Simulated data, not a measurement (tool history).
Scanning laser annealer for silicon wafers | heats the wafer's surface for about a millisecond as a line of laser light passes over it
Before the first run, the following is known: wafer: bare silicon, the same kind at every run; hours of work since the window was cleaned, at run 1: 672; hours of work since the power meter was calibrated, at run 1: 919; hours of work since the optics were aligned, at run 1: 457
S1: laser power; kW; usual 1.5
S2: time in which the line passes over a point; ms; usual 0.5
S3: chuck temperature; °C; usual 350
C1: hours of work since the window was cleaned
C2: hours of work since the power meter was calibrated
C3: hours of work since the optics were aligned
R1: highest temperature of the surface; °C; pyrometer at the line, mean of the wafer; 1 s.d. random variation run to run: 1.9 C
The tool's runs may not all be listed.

{"run": 1, "day": 0.0, "S1": 1.5, "S2": 0.5, "S3": 350, "C1": 672, "C2": 919, "C3": 457, "R1": 1168}
{"run": 2, "day": 1.462, "S1": 1.5, "S2": 0.5, "S3": 350, "C1": 694, "C2": 941, "C3": 479, "R1": 1164}
{"run": 3, "day": 3.95, "S1": 1.5, "S2": 0.5, "S3": 350, "C1": 731, "C2": 978, "C3": 516, "R1": 1165}
{"run": 4, "day": 5.462, "S1": 1.5, "S2": 0.5, "S3": 350, "C1": 754, "C2": 1001, "C3": 539, "R1": 1163}
{"run": 5, "day": 7.408, "S1": 1.5, "S2": 0.5, "S3": 358, "C1": 783, "C2": 1030, "C3": 568, "R1": 1171}
{"run": 6, "day": 8.75, "S1": 1.5, "S2": 0.5, "S3": 358, "C1": 803, "C2": 1050, "C3": 588, "R1": 1175}
{"run": 7, "day": 10.542, "S1": 1.5, "S2": 0.536, "S3": 350, "C1": 829, "C2": 1076, "C3": 615, "R1": 1196}
{"run": 8, "day": 12.892, "S1": 1.5, "S2": 0.5, "S3": 350, "C1": 865, "C2": 1112, "C3": 650, "R1": 1165}
{"run": 9, "day": 14.183, "S1": 1.5, "S2": 0.396, "S3": 350, "C1": 884, "C2": 1131, "C3": 669, "R1": 1081}
{"day": 14.992, "done": "window over the wafer cleaned"}
{"run": 10, "day": 16.25, "S1": 1.5, "S2": 0.396, "S3": 350, "C1": 19, "C2": 1160, "C3": 699, "R1": 1082}
{"run": 11, "day": 18.725, "S1": 1.5, "S2": 0.396, "S3": 350, "C1": 56, "C2": 1197, "C3": 736, "R1": 1080}
{"run": 12, "day": 20.5, "S1": 1.5, "S2": 0.5, "S3": 350, "C1": 82, "C2": 1224, "C3": 762, "R1": 1167}
{"run": 13, "day": 21.683, "S1": 1.5, "S2": 0.5, "S3": 350, "C1": 100, "C2": 1241, "C3": 780, "R1": 1163}
{"run": 14, "day": 23.383, "S1": 1.5, "S2": 0.5, "S3": 350, "C1": 125, "C2": 1267, "C3": 805, "R1": 1166}
{"run": 15, "day": 25.267, "S1": 1.619, "S2": 0.5, "S3": 350, "C1": 153, "C2": 1295, "C3": 833, "R1": 1256}
{"run": 16, "day": 27.85, "S1": 1.42, "S2": 0.575, "S3": 350, "C1": 192, "C2": 1334, "C3": 872, "R1": 1160}
{"run": 17, "day": 29.333, "S1": 1.353, "S2": 0.356, "S3": 323, "C1": 214, "C2": 1356, "C3": 894, "R1": 930}
{"run": 18, "day": 31.562, "S1": 1.32, "S2": 0.468, "S3": 365, "C1": 247, "C2": 1389, "C3": 927, "R1": 1031}
{"run": 19, "day": 32.767, "S1": 1.418, "S2": 0.5, "S3": 370, "C1": 265, "C2": 1407, "C3": 945, "R1": 1125}
{"run": 20, "day": 35.025, "S1": 1.5, "S2": 0.536, "S3": 387, "C1": 299, "C2": 1441, "C3": 979, "R1": 1231}
{"run": 21, "day": 36.2, "S1": 1.412, "S2": 0.5, "S3": 350, "C1": 316, "C2": 1458, "C3": 996, "R1": 1100}
{"run": 22, "day": 37.45, "S1": 1.5, "S2": 0.598, "S3": 324, "C1": 335, "C2": 1477, "C3": 1015, "R1": 1215}
{"run": 23, "day": 38.617, "S1": 1.41, "S2": 0.598, "S3": 312, "C1": 353, "C2": 1494, "C3": 1032, "R1": 1125}
{"run": 24, "day": 40.533, "S1": 1.41, "S2": 0.464, "S3": 312, "C1": 381, "C2": 1523, "C3": 1061, "R1": 1034}
{"run": 25, "day": 42.608, "S1": 1.544, "S2": 0.476, "S3": 369, "C1": 412, "C2": 1554, "C3": 1092, "R1": 1194}
{"run": 26, "day": 44.958, "S1": 1.58, "S2": 0.394, "S3": 346, "C1": 447, "C2": 1589, "C3": 1127, "R1": 1130}
{"run": 27, "day": 46.617, "S1": 1.58, "S2": 0.394, "S3": 346, "C1": 472, "C2": 1614, "C3": 1152, "R1": 1125}
{"run": 28, "day": 48.446, "S1": 1.285, "S2": 0.5, "S3": 350, "C1": 499, "C2": 1641, "C3": 1179, "R1": 1012}

Predict each of these 4 candidate next runs independently; none follows another, all start after run 28:
{"run": "A", "day": 50.833, "S1": 1.533, "S2": 0.449, "S3": 350, "C1": 535, "C2": 1676, "C3": 1215, "R1": "?"}
{"run": "B", "day": 50.833, "S1": 1.373, "S2": 0.565, "S3": 319, "C1": 535, "C2": 1676, "C3": 1215, "R1": "?"}
{"run": "C", "day": 50.833, "S1": 1.49, "S2": 0.511, "S3": 350, "C1": 535, "C2": 1676, "C3": 1215, "R1": "?"}
{"run": "D", "day": 50.833, "S1": 1.5, "S2": 0.5, "S3": 368, "C1": 535, "C2": 1676, "C3": 1215, "R1": "?"}

run=A R1=1146
run=B R1=1086
run=C R1=1165
run=D R1=1184
Had the tool no hidden state, the same runs would have come out as:
run=A R1=1147
run=B R1=1087
run=C R1=1166
run=D R1=1185
